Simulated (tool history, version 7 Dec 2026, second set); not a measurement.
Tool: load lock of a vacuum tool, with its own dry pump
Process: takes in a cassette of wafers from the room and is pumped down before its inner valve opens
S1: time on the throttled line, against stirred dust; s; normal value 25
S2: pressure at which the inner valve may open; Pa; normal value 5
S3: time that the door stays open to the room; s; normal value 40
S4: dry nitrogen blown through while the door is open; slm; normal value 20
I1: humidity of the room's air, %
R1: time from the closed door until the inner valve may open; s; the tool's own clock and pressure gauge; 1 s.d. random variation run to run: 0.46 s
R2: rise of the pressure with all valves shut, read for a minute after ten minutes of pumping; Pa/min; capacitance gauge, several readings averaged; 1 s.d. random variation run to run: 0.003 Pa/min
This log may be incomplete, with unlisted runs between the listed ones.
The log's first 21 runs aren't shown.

{"run": 22, "hour": 2112.2, "S1": 16, "S2": 5, "S3": 231, "S4": 6, "I1": 48.2, "R1": 51, "R2": 0.183}
{"run": 23, "hour": 2190.0, "S1": 31, "S2": 4, "S3": 231, "S4": 35, "I1": 42.3, "R1": 63.8, "R2": 0.092}
{"run": 24, "hour": 2321.8, "S1": 31, "S2": 5, "S3": 79, "S4": 35, "I1": 43.6, "R1": 61.9, "R2": 0.046}
{"run": 25, "hour": 2397.5, "S1": 31, "S2": 7, "S3": 79, "S4": 35, "I1": 44.8, "R1": 60.9, "R2": 0.045}
{"run": 26, "hour": 2538.6, "S1": 46, "S2": 8, "S3": 79, "S4": 13, "I1": 43.4, "R1": 72.3, "R2": 0.069}
{"run": 27, "hour": 2680.4, "S1": 25, "S2": 5, "S3": 234, "S4": 14, "I1": 46.2, "R1": 57.4, "R2": 0.141}
{"run": 28, "hour": 2791.2, "S1": 25, "S2": 5, "S3": 83, "S4": 14, "I1": 49.2, "R1": 58, "R2": 0.072}
{"run": 29, "hour": 2880.1, "S1": 37, "S2": 8, "S3": 83, "S4": 14, "I1": 42.9, "R1": 64.8, "R2": 0.062}
{"run": 30, "hour": 2962.5, "S1": 31, "S2": 5, "S3": 169, "S4": 5, "I1": 44.5, "R1": 62.3, "R2": 0.139}
{"run": 31, "hour": 3084.4, "S1": 31, "S2": 7, "S3": 26, "S4": 5, "I1": 48.3, "R1": 60.9, "R2": 0.046}
{"run": 32, "hour": 3211.2, "S1": 12, "S2": 4, "S3": 66, "S4": 12, "I1": 46.5, "R1": 47.6, "R2": 0.064}
{"run": 33, "hour": 3308.0, "S1": 45, "S2": 5, "S3": 56, "S4": 20, "I1": 46.3, "R1": 73.2, "R2": 0.051}
{"run": 34, "hour": 3391.4, "S1": 25, "S2": 6, "S3": 239, "S4": 20, "I1": 43.5, "R1": 56.8, "R2": 0.119}
{"run": 35, "hour": 3495.1, "S1": 16, "S2": 7, "S3": 97, "S4": 35, "I1": 42.4, "R1": 48.8, "R2": 0.051}
{"run": 36, "hour": 3619.1, "S1": 19, "S2": 5, "S3": 113, "S4": 5, "I1": 40.6, "R1": 52.6, "R2": 0.093}
{"run": 37, "hour": 3736.3, "S1": 19, "S2": 5, "S3": 113, "S4": 11, "I1": 45.6, "R1": 52.8, "R2": 0.095}
{"run": 38, "hour": 3855.1, "S1": 25, "S2": 5, "S3": 138, "S4": 6, "I1": 43.9, "R1": 57.8, "R2": 0.119}

Consider 3 possible next runs. They are alternatives, not a sequence: every one starts from the tool as it was left by run 38. What does each give?
{"run": "A", "hour": 4006.8, "S1": 25, "S2": 5, "S3": 138, "S4": 37, "I1": 43.7, "R1": "?", "R2": "?"}
{"run": "B", "hour": 4006.8, "S1": 25, "S2": 6, "S3": 40, "S4": 20, "I1": 42.5, "R1": "?", "R2": "?"}
{"run": "C", "hour": 4006.8, "S1": 25, "S2": 5, "S3": 138, "S4": 5, "I1": 46.8, "R1": "?", "R2": "?"}

run=A R1=58.2 R2=0.063
run=B R1=56.9 R2=0.036
run=C R1=56.9 R2=0.127
Without the tool's unlogged condition, the same runs would have read:
run=A R1=58.2 R2=0.063
run=B R1=56.9 R2=0.036
run=C R1=56.9 R2=0.127
